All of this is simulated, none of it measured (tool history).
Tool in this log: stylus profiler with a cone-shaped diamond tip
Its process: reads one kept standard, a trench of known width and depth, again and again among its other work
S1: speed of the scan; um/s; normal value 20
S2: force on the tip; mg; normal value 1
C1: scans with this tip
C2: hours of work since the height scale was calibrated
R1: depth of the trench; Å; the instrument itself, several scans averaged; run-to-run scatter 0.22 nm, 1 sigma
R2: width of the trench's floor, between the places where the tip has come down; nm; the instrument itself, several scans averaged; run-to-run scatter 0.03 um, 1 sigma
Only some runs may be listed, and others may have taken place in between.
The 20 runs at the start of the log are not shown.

run,day,S1,S2,C1,C2,R1,R2
21,20.583,39,2.53,6329,901,10110.2,23340
22,22.096,22,0.34,6457,920,10041.5,23280
23,22.842,14,2.61,6521,929,10115.9,23370
24,24.058,41,0.7,6624,943,10060,23230
25,25.058,14,0.7,6709,956,10061.9,23330
26,26.3,14,0.7,6815,971,10053.3,23310
27,27.346,14,0.7,6904,983,10057.8,23360
28,28.412,34,0.59,6995,996,10054.9,23250
29,29.442,34,0.59,7083,1009,10049.1,23250
30,30.746,10,1,7193,1025,10070.2,23380
31,31.8,47,0.66,7283,1037,10056.3,23100
32,32.921,42,1.19,7379,1051,10082.1,23180

Forecast each of these 4 alternatives for the next run:
A,33.996,54,0.41,7470,1064,?,?
B,33.996,17,0.65,7470,1064,?,?
C,33.996,52,1.29,7470,1064,?,?
D,33.996,27,0.89,7470,1064,?,?

run,R1,R2
A,10045.2,22990
B,10056.4,23300
C,10077.5,23130
D,10066.1,23270
Take away the tool's hidden state, keep each run's random variation, and the runs would have read:
run,R1,R2
A,10027.8,23590
B,10039,23910
C,10060,23740
D,10048.6,23880
